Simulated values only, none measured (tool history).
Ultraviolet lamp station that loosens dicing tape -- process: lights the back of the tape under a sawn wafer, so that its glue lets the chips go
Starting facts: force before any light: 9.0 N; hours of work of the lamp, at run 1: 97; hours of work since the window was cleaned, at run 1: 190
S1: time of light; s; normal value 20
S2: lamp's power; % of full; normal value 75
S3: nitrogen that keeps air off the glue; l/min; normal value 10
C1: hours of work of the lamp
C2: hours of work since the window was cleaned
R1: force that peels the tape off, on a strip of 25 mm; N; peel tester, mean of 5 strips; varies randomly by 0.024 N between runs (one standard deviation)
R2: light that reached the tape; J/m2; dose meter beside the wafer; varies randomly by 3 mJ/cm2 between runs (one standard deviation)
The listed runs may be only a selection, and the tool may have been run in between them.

run	hour	S1	S2	S3	C1	C2	R1	R2
1	0.0	20	75	10	97	190	1.274	4170
2	7.0	20	75	10	102	196	1.297	4200
3	11.5	20	75	10	106	199	1.258	4130
4	20.2	20	75	10	112	206	1.284	4180
5	24.8	20	75	15	116	209	0.974	4200
6	34.2	20	75	15	123	216	0.950	4140
7	41.7	20	75	10	129	222	1.291	4150
8	49.7	20	75	10	135	228	1.285	4120
9	60.2	20	75	10	143	236	1.323	4160
10	65.6	20	75	10	147	241	1.292	4090
11	76.1	20	75	10	155	249	1.291	4090
12	82.1	20	75	10	160	253	1.316	4050
13	92.8	20	72	10	168	261	1.397	3940
14	101.1	20	75	10	174	268	1.340	4100
15	107.3	20	75	10	179	272	1.335	4100
16	117.7	32	75	10	187	281	0.540	6430
17	128.6	32	75	10	195	289	0.536	6450
18	138.9	20	75	19	203	297	0.899	4030
19	143.4	14	75	4	207	300	3.565	2810
# hour 144.6: window cleaned of glue's vapour
20	154.4	13	99	8	215	8	2.043	3350
21	162.5	13	99	8	221	14	2.080	3370
22	169.8	13	99	8	227	19	2.132	3350
23	179.7	26	99	17	234	27	0.371	6630
24	186.9	11	69	17	240	32	2.813	1960
# hour 189.3: window cleaned of glue's vapour, once more
25	192.8	25	78	12	244	3	0.660	5370
26	203.2	35	61	13	252	11	0.552	5860
27	210.9	17	75	10	258	17	1.659	3510
28	221.3	20	75	9	266	25	1.351	4070
29	231.7	20	77	4	274	33	2.333	4220
30	242.0	19	83	10	282	40	1.242	4320
31	252.2	24	83	10	290	48	0.797	5420
32	260.3	24	83	10	296	54	0.828	5380

3 options for the next run, each taken on its own from the tool as it stands now. Forecast them:
A	269.7	14	94	10	303	62	?	?
B	269.7	24	91	10	303	62	?	?
C	269.7	11	96	7	303	62	?	?

run	R1	R2
A	1.653	3550
B	0.719	5910
C	2.593	2850
Had the tool no hidden state, the same runs would have come out as:
run	R1	R2
A	1.424	3900
B	0.603	6480
C	2.323	3120
